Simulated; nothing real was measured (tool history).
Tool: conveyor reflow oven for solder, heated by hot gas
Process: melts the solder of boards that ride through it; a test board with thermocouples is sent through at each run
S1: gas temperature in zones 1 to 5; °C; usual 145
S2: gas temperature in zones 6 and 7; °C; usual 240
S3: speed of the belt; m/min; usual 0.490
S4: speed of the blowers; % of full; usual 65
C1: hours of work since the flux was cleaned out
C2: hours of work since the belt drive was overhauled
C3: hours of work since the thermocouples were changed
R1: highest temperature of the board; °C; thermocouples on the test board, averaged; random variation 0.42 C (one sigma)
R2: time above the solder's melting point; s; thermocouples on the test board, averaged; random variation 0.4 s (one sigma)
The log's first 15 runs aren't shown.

{"run": 16, "hour": 877.6, "S1": 156, "S2": 240, "S3": 0.49, "S4": 65, "C1": 92, "C2": 1090, "C3": 638, "R1": 224.4, "R2": 90.1}
{"hour": 947.7, "done": "thermocouples of zones 6 and 7 changed"}
{"run": 17, "hour": 952.5, "S1": 156, "S2": 240, "S3": 0.49, "S4": 65, "C1": 143, "C2": 1140, "C3": 3, "R1": 224.8, "R2": 91.0}
{"run": 18, "hour": 1020.8, "S1": 156, "S2": 230, "S3": 0.49, "S4": 65, "C1": 190, "C2": 1187, "C3": 50, "R1": 215.4, "R2": 83.6}
{"run": 19, "hour": 1075.7, "S1": 156, "S2": 230, "S3": 0.394, "S4": 65, "C1": 227, "C2": 1225, "C3": 88, "R1": 221.1, "R2": 110.4}
{"run": 20, "hour": 1150.7, "S1": 156, "S2": 230, "S3": 0.394, "S4": 65, "C1": 279, "C2": 1277, "C3": 140, "R1": 221.1, "R2": 111.6}
{"run": 21, "hour": 1203.4, "S1": 156, "S2": 250, "S3": 0.394, "S4": 65, "C1": 315, "C2": 1313, "C3": 176, "R1": 238.7, "R2": 123.9}
{"run": 22, "hour": 1287.9, "S1": 130, "S2": 232, "S3": 0.399, "S4": 82, "C1": 373, "C2": 1371, "C3": 234, "R1": 220.3, "R2": 94.7}
{"run": 23, "hour": 1338.0, "S1": 131, "S2": 237, "S3": 0.399, "S4": 60, "C1": 408, "C2": 1405, "C3": 268, "R1": 221.5, "R2": 94.4}
{"run": 24, "hour": 1404.0, "S1": 145, "S2": 240, "S3": 0.49, "S4": 82, "C1": 453, "C2": 1451, "C3": 314, "R1": 223.8, "R2": 84.4}
{"hour": 1422.4, "done": "flux residue cleaned out of gas plates and filters"}
{"run": 25, "hour": 1464.3, "S1": 142, "S2": 240, "S3": 0.49, "S4": 65, "C1": 29, "C2": 1489, "C3": 352, "R1": 221.9, "R2": 81.5}
{"run": 26, "hour": 1507.5, "S1": 145, "S2": 242, "S3": 0.396, "S4": 65, "C1": 59, "C2": 1519, "C3": 382, "R1": 230.0, "R2": 111.9}
{"run": 27, "hour": 1591.7, "S1": 145, "S2": 240, "S3": 0.557, "S4": 71, "C1": 116, "C2": 1577, "C3": 439, "R1": 219.1, "R2": 70.7}
{"run": 28, "hour": 1649.5, "S1": 156, "S2": 240, "S3": 0.49, "S4": 65, "C1": 156, "C2": 1616, "C3": 479, "R1": 223.4, "R2": 90.8}
{"run": 29, "hour": 1684.6, "S1": 156, "S2": 240, "S3": 0.49, "S4": 65, "C1": 180, "C2": 1640, "C3": 503, "R1": 224.4, "R2": 91.5}
{"hour": 1735.1, "done": "belt drive overhauled, speed set with a stopwatch"}
{"run": 30, "hour": 1766.1, "S1": 157, "S2": 240, "S3": 0.49, "S4": 67, "C1": 234, "C2": 21, "C3": 557, "R1": 223.6, "R2": 88.5}
{"run": 31, "hour": 1806.5, "S1": 145, "S2": 255, "S3": 0.585, "S4": 65, "C1": 261, "C2": 49, "C3": 584, "R1": 225.8, "R2": 70.0}

3 ways to go on from here, each from the tool as it stands after run 31. What would each give?
{"run": "A", "hour": 1875.5, "S1": 144, "S2": 255, "S3": 0.585, "S4": 65, "C1": 309, "C2": 97, "C3": 632, "R1": "?", "R2": "?"}
{"run": "B", "hour": 1875.5, "S1": 145, "S2": 230, "S3": 0.585, "S4": 65, "C1": 309, "C2": 97, "C3": 632, "R1": "?", "R2": "?"}
{"run": "C", "hour": 1875.5, "S1": 145, "S2": 242, "S3": 0.585, "S4": 65, "C1": 309, "C2": 97, "C3": 632, "R1": "?", "R2": "?"}

run=A R1=226.1 R2=70.0
run=B R1=205.6 R2=51.1
run=C R1=214.5 R2=61.5
Without the tool's hidden state the same runs would have given:
run=A R1=229.4 R2=72.3
run=B R1=208.6 R2=55.0
run=C R1=217.6 R2=64.5
